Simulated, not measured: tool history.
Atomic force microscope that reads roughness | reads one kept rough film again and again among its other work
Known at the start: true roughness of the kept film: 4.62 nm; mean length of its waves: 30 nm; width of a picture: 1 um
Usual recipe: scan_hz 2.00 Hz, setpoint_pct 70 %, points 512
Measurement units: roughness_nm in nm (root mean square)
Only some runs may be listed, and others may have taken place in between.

run,hour,scan_hz,setpoint_pct,points,roughness_nm
1,0.0,2.00,70,512,3.652
2,5.5,2.00,70,512,3.596
3,18.5,2.00,83,512,3.213
4,30.9,1.52,70,512,3.591
5,39.9,1.52,70,512,3.554
6,50.1,1.52,70,762,3.512
7,58.7,2.00,70,512,3.414
8,65.2,2.00,70,427,3.349
9,73.6,2.00,70,427,3.326
# hour 85.0: new tip fitted
10,87.1,2.00,70,819,3.725
11,99.6,2.00,70,819,3.696
12,110.2,2.00,70,968,3.637
13,117.1,2.00,70,968,3.592
14,128.0,2.00,70,968,3.555
15,134.9,2.00,70,968,3.548
# hour 136.4: height scale calibrated on a step standard
16,141.8,2.00,70,968,3.483
17,149.8,2.00,70,357,3.468
18,162.4,0.52,77,385,3.656
19,175.4,3.51,75,728,2.957
20,188.2,2.00,60,858,3.500
# hour 195.2: new tip fitted
21,199.0,1.36,62,858,3.956
22,209.1,0.62,79,388,3.881
# hour 215.8: height scale calibrated on a step standard, once more
23,222.6,1.76,70,315,3.630
24,234.1,1.76,70,315,3.588
25,244.9,1.76,70,950,3.528
26,251.2,2.00,75,512,3.397
27,262.5,2.80,84,688,2.881
28,271.1,0.53,70,688,3.703
29,280.5,2.45,65,512,3.412
30,289.5,2.00,70,707,3.386
31,299.5,2.00,70,707,3.297
# hour 304.5: new tip fitted
32,308.7,2.00,70,707,3.710
33,318.6,2.00,70,707,3.652

Each row is a separate what-if for the run after 33, all from the same tool condition, not one after another. Results?
A,328.9,3.00,63,895,?
B,328.9,1.35,72,325,?
C,328.9,1.73,70,512,?

run,roughness_nm
A,3.620
B,3.682
C,3.684
Take away the tool's hidden state, keep each run's random variation, and the runs would have read:
run,roughness_nm
A,3.749
B,3.812
C,3.815
